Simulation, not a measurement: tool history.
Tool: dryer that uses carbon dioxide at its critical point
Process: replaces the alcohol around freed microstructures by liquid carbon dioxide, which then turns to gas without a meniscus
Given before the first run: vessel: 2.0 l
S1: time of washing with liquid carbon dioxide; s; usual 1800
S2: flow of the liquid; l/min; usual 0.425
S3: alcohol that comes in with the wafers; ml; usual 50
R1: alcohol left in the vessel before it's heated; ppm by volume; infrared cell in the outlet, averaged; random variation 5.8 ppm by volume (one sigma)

Run 1, hour 0.0: usual settings. Result: R1 247 ppm by volume.
Run 2, hour 11.2: usual settings but S2 0.454 l/min. Result: R1 193 ppm by volume.
Run 3, hour 17.9: usual settings. Result: R1 247 ppm by volume.
Run 4, hour 27.3: usual settings. Result: R1 260 ppm by volume.
Run 5, hour 32.3: usual settings. Result: R1 261 ppm by volume.
Run 6, hour 39.4: usual settings. Result: R1 265 ppm by volume.
Run 7, hour 45.9: usual settings. Result: R1 263 ppm by volume.
Run 8, hour 57.3: usual settings. Result: R1 258 ppm by volume.
Run 9, hour 63.7: usual settings. Result: R1 269 ppm by volume.
Run 10, hour 74.4: usual settings. Result: R1 280 ppm by volume.
Run 11, hour 81.3: usual settings but S2 0.666 l/min. Result: R1 64 ppm by volume.
Run 12, hour 88.7: usual settings but S3 26 ml. Result: R1 157 ppm by volume.
Run 13, hour 93.8: usual settings but S3 26 ml. Result: R1 164 ppm by volume.
Run 14, hour 98.7: usual settings but S3 26 ml. Result: R1 166 ppm by volume.
Run 15, hour 110.2: usual settings but S3 31 ml. Result: R1 187 ppm by volume.
Run 16, hour 116.6: usual settings but S3 31 ml. Result: R1 185 ppm by volume.
Run 17, hour 124.8: usual settings but S3 31 ml. Result: R1 196 ppm by volume.
Run 18, hour 129.6: usual settings but S1 1080 s, S3 23 ml. Result: R1 762 ppm by volume.
Run 19, hour 136.6: usual settings but S1 1080 s, S3 87 ml. Result: R1 2715 ppm by volume.
Run 20, hour 142.8: usual settings but S1 2580 s, S3 51 ml. Result: R1 85 ppm by volume.
Run 21, hour 152.9: usual settings but S1 2580 s, S3 51 ml. Result: R1 84 ppm by volume.
Run 22, hour 161.2: usual settings but S1 1500 s, S3 78 ml. Result: R1 873 ppm by volume.
Run 23, hour 171.6: usual settings but S1 2460 s, S2 0.335 l/min. Result: R1 215 ppm by volume.
Run 24, hour 182.2: usual settings but S2 0.695 l/min, S3 33 ml. Result: R1 63 ppm by volume.
Run 25, hour 192.1: usual settings but S2 0.695 l/min, S3 33 ml. Result: R1 75 ppm by volume.
Run 26, hour 200.6: usual settings but S1 2640 s, S2 0.695 l/min, S3 44 ml. Result: R1 69 ppm by volume.
Run 27, hour 211.5: usual settings but S1 2280 s, S2 0.548 l/min. Result: R1 79 ppm by volume.
Run 28, hour 218.7: usual settings but S1 2280 s, S2 0.548 l/min. Result: R1 78 ppm by volume.
Run 29, hour 228.2: usual settings but S1 1140 s, S3 39 ml. Result: R1 1137 ppm by volume.
Run 30, hour 238.3: usual settings but S1 2040 s, S3 39 ml. Result: R1 183 ppm by volume.
Run 31, hour 249.7: usual settings but S1 1440 s, S2 0.315 l/min, S3 88 ml. Result: R1 2850 ppm by volume.
Run 32, hour 256.7: usual settings but S1 1200 s, S2 0.511 l/min, S3 38 ml. Result: R1 576 ppm by volume.

What does the tool deliver on the next run?
Run 33, hour 262.7: usual settings but S1 1380 s, S2 0.504 l/min, S3 49 ml. Result: R1 ?.

R1: 467 ppm by volume
With the hidden condition absent and the run-to-run variation left alone, this run would have shown R1 304 ppm by volume.
